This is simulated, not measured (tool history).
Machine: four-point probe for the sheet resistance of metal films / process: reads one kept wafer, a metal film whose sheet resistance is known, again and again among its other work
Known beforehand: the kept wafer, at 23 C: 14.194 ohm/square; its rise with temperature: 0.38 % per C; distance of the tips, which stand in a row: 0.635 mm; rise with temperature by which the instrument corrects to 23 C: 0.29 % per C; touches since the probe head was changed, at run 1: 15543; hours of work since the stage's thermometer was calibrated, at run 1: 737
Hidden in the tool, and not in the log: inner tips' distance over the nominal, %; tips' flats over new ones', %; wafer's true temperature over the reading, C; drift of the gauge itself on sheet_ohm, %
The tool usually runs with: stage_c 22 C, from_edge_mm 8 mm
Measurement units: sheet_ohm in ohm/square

run	hour	stage_c	from_edge_mm	touches since the probe head was changed	hours of work since the stage's thermometer was calibrated	sheet_ohm
1	0.0	22	8	15543	737	14.225412
2	28.5	22	8	17339	759	14.224988
3	68.9	22	8	19885	791	14.229233
4	109.1	22	27	22414	822	14.177345
5	145.2	22	16	24691	850	14.189810
6	169.1	18	16	26199	868	14.137551
7	208.9	22	9	28703	899	14.214864
8	246.9	24	8	31102	929	14.251426
9	265.6	24	8	32279	943	14.254129
10	283.9	24	8	33433	957	14.256104
11	314.1	20	8	35331	981	14.198663
12	349.0	22	57	37535	1008	14.179600
13	378.2	22	57	39369	1030	14.178958
14	396.9	22	57	40549	1045	14.181967
15	432.3	22	8	42778	1072	14.228534
16	453.6	21	8	44124	1089	14.215185
17	491.0	33	8	46477	1118	14.368881
18	527.2	33	8	48761	1146	14.369251
19	553.8	25	8	50439	1167	14.269614
20	579.9	25	8	52081	1187	14.269530
21	603.6	25	8	53575	1205	14.268918
22	624.5	22	8	54889	1221	14.226902
23	656.2	22	8	56892	1246	14.232541
24	686.2	22	8	58780	1269	14.230263
25	722.2	23	4	61046	1297	14.379025
26	753.4	31	8	63010	1321	14.344932
27	772.1	31	8	64189	1336	14.344642
28	814.0	30	11	66830	1368	14.309408
29	844.0	30	11	68720	1392	14.312008
30	872.1	32	8	70495	1413	14.357677
31	906.7	20	3	72670	1440	14.480865
32	932.9	30	6	74324	1461	14.375699
33	972.2	30	6	76798	1491	14.372337
34	1001.2	30	6	78626	1513	14.370277
35	1041.8	30	6	81183	1545	14.368429
36	1060.9	25	5	82384	1560	14.351560
37	1088.8	31	67	84143	1581	14.299326
38	1120.0	28	6	86109	1606	14.340492
39	1160.6	22	50	88670	1637	14.180576
40	1194.6	19	14	90809	1663	14.155872
# hour 1206.7: stage's thermometer calibrated
41	1229.6	27	4	92982	18	14.433881
42	1250.0	22	10	94268	34	14.213018
43	1285.9	22	9	96535	61	14.217927
44	1313.3	24	6	98259	83	14.291679
45	1343.1	22	64	100138	106	14.185450

4 options for the next run, each taken on its own from the tool as it stands now. Forecast them:
A	1366.6	22	4	101617	124	?
B	1366.6	30	8	101617	124	?
C	1366.6	25	8	101617	124	?
D	1366.6	22	53	101617	124	?

run	sheet_ohm
A	14.365709
B	14.336542
C	14.267240
D	14.184220
The same runs, with their run-to-run variation unchanged, on a tool lacking any hidden condition would have given:
run	sheet_ohm
A	14.365645
B	14.336479
C	14.267178
D	14.184157
